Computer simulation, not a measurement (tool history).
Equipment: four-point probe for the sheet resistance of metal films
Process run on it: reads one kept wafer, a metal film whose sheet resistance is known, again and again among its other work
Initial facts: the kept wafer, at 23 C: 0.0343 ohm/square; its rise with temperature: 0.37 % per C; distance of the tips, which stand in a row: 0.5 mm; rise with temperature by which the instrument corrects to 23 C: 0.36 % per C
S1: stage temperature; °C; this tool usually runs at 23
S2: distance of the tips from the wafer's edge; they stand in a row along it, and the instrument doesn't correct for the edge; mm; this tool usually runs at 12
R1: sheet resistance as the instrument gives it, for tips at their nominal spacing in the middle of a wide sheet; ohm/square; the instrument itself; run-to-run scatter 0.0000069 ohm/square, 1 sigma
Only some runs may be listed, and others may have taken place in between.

{"run": 1, "hour": 0.0, "S1": 23, "S2": 12, "R1": 0.034345}
{"run": 2, "hour": 74.6, "S1": 22, "S2": 12, "R1": 0.034314}
{"run": 3, "hour": 149.8, "S1": 23, "S2": 12, "R1": 0.034331}
{"run": 4, "hour": 297.2, "S1": 28, "S2": 12, "R1": 0.034373}
{"run": 5, "hour": 374.0, "S1": 28, "S2": 12, "R1": 0.034358}
{"run": 6, "hour": 484.1, "S1": 21, "S2": 12, "R1": 0.034334}
{"run": 7, "hour": 577.2, "S1": 26, "S2": 12, "R1": 0.034357}
{"run": 8, "hour": 639.8, "S1": 23, "S2": 12, "R1": 0.034343}
{"run": 9, "hour": 779.1, "S1": 23, "S2": 12, "R1": 0.034338}
{"run": 10, "hour": 853.3, "S1": 23, "S2": 12, "R1": 0.034319}
{"run": 11, "hour": 975.9, "S1": 23, "S2": 12, "R1": 0.034334}
{"run": 12, "hour": 1107.2, "S1": 23, "S2": 12, "R1": 0.034337}
{"run": 13, "hour": 1214.6, "S1": 23, "S2": 12, "R1": 0.034342}
{"run": 14, "hour": 1338.1, "S1": 23, "S2": 42, "R1": 0.034307}
{"run": 15, "hour": 1421.4, "S1": 23, "S2": 12, "R1": 0.034336}
{"run": 16, "hour": 1508.0, "S1": 23, "S2": 46, "R1": 0.03431}
{"run": 17, "hour": 1650.3, "S1": 28, "S2": 12, "R1": 0.034345}
{"run": 18, "hour": 1786.4, "S1": 28, "S2": 40, "R1": 0.034328}
{"run": 19, "hour": 1870.9, "S1": 28, "S2": 40, "R1": 0.034336}
{"run": 20, "hour": 1951.7, "S1": 28, "S2": 40, "R1": 0.034341}
{"run": 21, "hour": 2049.8, "S1": 28, "S2": 40, "R1": 0.034336}
{"run": 22, "hour": 2171.7, "S1": 28, "S2": 40, "R1": 0.03433}
{"run": 23, "hour": 2288.2, "S1": 28, "S2": 40, "R1": 0.034324}
{"run": 24, "hour": 2428.1, "S1": 23, "S2": 48, "R1": 0.034292}
{"run": 25, "hour": 2557.9, "S1": 21, "S2": 30, "R1": 0.034296}
{"run": 26, "hour": 2663.3, "S1": 29, "S2": 6, "R1": 0.034448}
{"run": 27, "hour": 2800.1, "S1": 29, "S2": 6, "R1": 0.034466}
{"run": 28, "hour": 2867.3, "S1": 29, "S2": 6, "R1": 0.034459}
{"run": 29, "hour": 2946.2, "S1": 29, "S2": 6, "R1": 0.034463}
{"run": 30, "hour": 3038.9, "S1": 21, "S2": 11, "R1": 0.034334}
{"run": 31, "hour": 3128.3, "S1": 21, "S2": 11, "R1": 0.034318}
{"run": 32, "hour": 3243.7, "S1": 19, "S2": 54, "R1": 0.034278}
{"run": 33, "hour": 3355.6, "S1": 19, "S2": 54, "R1": 0.034276}
{"run": 34, "hour": 3451.9, "S1": 23, "S2": 8, "R1": 0.034377}
{"run": 35, "hour": 3568.9, "S1": 23, "S2": 8, "R1": 0.034367}
{"run": 36, "hour": 3701.6, "S1": 32, "S2": 21, "R1": 0.034349}
{"run": 37, "hour": 3849.4, "S1": 30, "S2": 7, "R1": 0.034433}
{"run": 38, "hour": 3969.2, "S1": 24, "S2": 44, "R1": 0.034304}
{"run": 39, "hour": 4044.9, "S1": 24, "S2": 44, "R1": 0.0343}
{"run": 40, "hour": 4153.3, "S1": 24, "S2": 44, "R1": 0.034307}
{"run": 41, "hour": 4274.0, "S1": 32, "S2": 52, "R1": 0.034351}
{"run": 42, "hour": 4366.3, "S1": 32, "S2": 52, "R1": 0.034349}
{"run": 43, "hour": 4482.8, "S1": 27, "S2": 65, "R1": 0.034339}

Not shown: 2 entries that the log had between the listed runs. Between which runs, and how does the tool's hidden state differ before and after?
After run 17, before run 18: stage's thermometer calibrated (hour 1754.8)
  wafer's true temperature over the reading, C: 0.01 -> 0
After run 22, before run 23: new probe head fitted (hour 2229.4)
  inner tips' distance over the nominal, %: 0.011 -> -0.002; tips' flats over new ones', %: 1 -> 0
